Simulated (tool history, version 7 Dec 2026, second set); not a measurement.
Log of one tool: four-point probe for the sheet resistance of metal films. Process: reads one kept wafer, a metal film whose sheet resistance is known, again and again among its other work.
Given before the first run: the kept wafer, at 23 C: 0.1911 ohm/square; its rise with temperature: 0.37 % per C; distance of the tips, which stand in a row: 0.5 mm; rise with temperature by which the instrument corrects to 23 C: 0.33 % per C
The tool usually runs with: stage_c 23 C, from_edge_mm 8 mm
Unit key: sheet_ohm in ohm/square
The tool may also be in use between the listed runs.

| run | hour | stage_c | from_edge_mm | sheet_ohm |
|---|---|---|---|---|
| 1 | 0.0 | 23 | 8 | 0.190346 |
| 2 | 39.7 | 24 | 8 | 0.190299 |
| 3 | 78.1 | 24 | 8 | 0.190303 |
| 4 | 114.6 | 24 | 8 | 0.190400 |
| 5 | 144.7 | 23 | 64 | 0.189846 |
| 6 | 171.5 | 23 | 8 | 0.190221 |
| 7 | 199.0 | 23 | 8 | 0.190183 |
| 8 | 234.8 | 23 | 8 | 0.190149 |
| 9 | 276.3 | 26 | 8 | 0.190306 |
| 10 | 296.9 | 26 | 8 | 0.190293 |
| 11 | 324.6 | 19 | 8 | 0.189729 |
| 12 | 342.5 | 23 | 5 | 0.190716 |
| 13 | 372.4 | 23 | 5 | 0.190740 |
| 14 | 409.2 | 34 | 8 | 0.190816 |
| 15 | 440.7 | 23 | 62 | 0.189612 |
| 16 | 475.4 | 23 | 62 | 0.189620 |
| 17 | 514.3 | 23 | 62 | 0.189632 |
| 18 | 549.2 | 23 | 8 | 0.189968 |
| 19 | 572.3 | 23 | 8 | 0.189844 |
| 20 | 614.1 | 23 | 8 | 0.189885 |
| 21 | 640.1 | 23 | 8 | 0.189799 |
| 22 | 680.4 | 26 | 8 | 0.189963 |
| 23 | 703.0 | 26 | 71 | 0.189724 |
| 24 | 740.2 | 26 | 71 | 0.189600 |
| 25 | 773.8 | 26 | 71 | 0.189612 |
| 26 | 802.7 | 26 | 71 | 0.189522 |
| 27 | 829.0 | 26 | 71 | 0.189554 |
| 28 | 853.1 | 31 | 7 | 0.190455 |
| 29 | 877.1 | 34 | 47 | 0.190080 |
| 30 | 907.3 | 20 | 10 | 0.189357 |
| 31 | 934.1 | 20 | 10 | 0.189243 |
| 32 | 961.0 | 20 | 10 | 0.189238 |
| 33 | 979.6 | 24 | 8 | 0.189702 |
| 34 | 1020.1 | 20 | 41 | 0.189023 |
| 35 | 1055.5 | 27 | 8 | 0.189880 |
| 36 | 1086.9 | 20 | 12 | 0.189127 |
| 37 | 1112.6 | 28 | 68 | 0.189445 |
| 38 | 1135.8 | 21 | 8 | 0.189390 |
| 39 | 1162.9 | 21 | 47 | 0.188966 |
| 40 | 1199.5 | 23 | 38 | 0.189165 |
| 41 | 1236.9 | 34 | 8 | 0.190263 |
| 42 | 1263.4 | 34 | 8 | 0.190161 |
| 43 | 1286.2 | 34 | 8 | 0.190208 |
| 44 | 1319.6 | 19 | 4 | 0.190262 |
| 45 | 1349.4 | 27 | 10 | 0.189410 |

A few steps of sheet_ohm between consecutive runs. Split each: what settings, incoming material and random variation would produce without the hidden state, and what is left over for the hidden state, along with gauge scatter present in only one of the two compared results (measured, and without hidden state):
The tool's hidden condition here consists of: inner tips' distance over the nominal, %; tips' flats over new ones', %; wafer's true temperature over the reading, C; drift of the gauge itself on sheet_ohm, %.
Run 8 -> 9: stage_c 23 -> 26. sheet_ohm +0.000157 ohm/square: hidden state -0.000031, all else +0.000188.
Run 11 -> 12: stage_c 19 -> 23, from_edge_mm 8 -> 5. sheet_ohm +0.000987 ohm/square: hidden state -0.000019, all else +0.001006.
Run 14 -> 15: stage_c 34 -> 23, from_edge_mm 8 -> 62. sheet_ohm -0.001204 ohm/square: hidden state -0.000017, all else -0.001187.
Run 40 -> 41: stage_c 23 -> 34, from_edge_mm 38 -> 8. sheet_ohm +0.001098 ohm/square: hidden state -0.000032, all else +0.001130.
Run 43 -> 44: stage_c 34 -> 19, from_edge_mm 8 -> 4. sheet_ohm +0.000054 ohm/square: hidden state -0.000033, all else +0.000087.
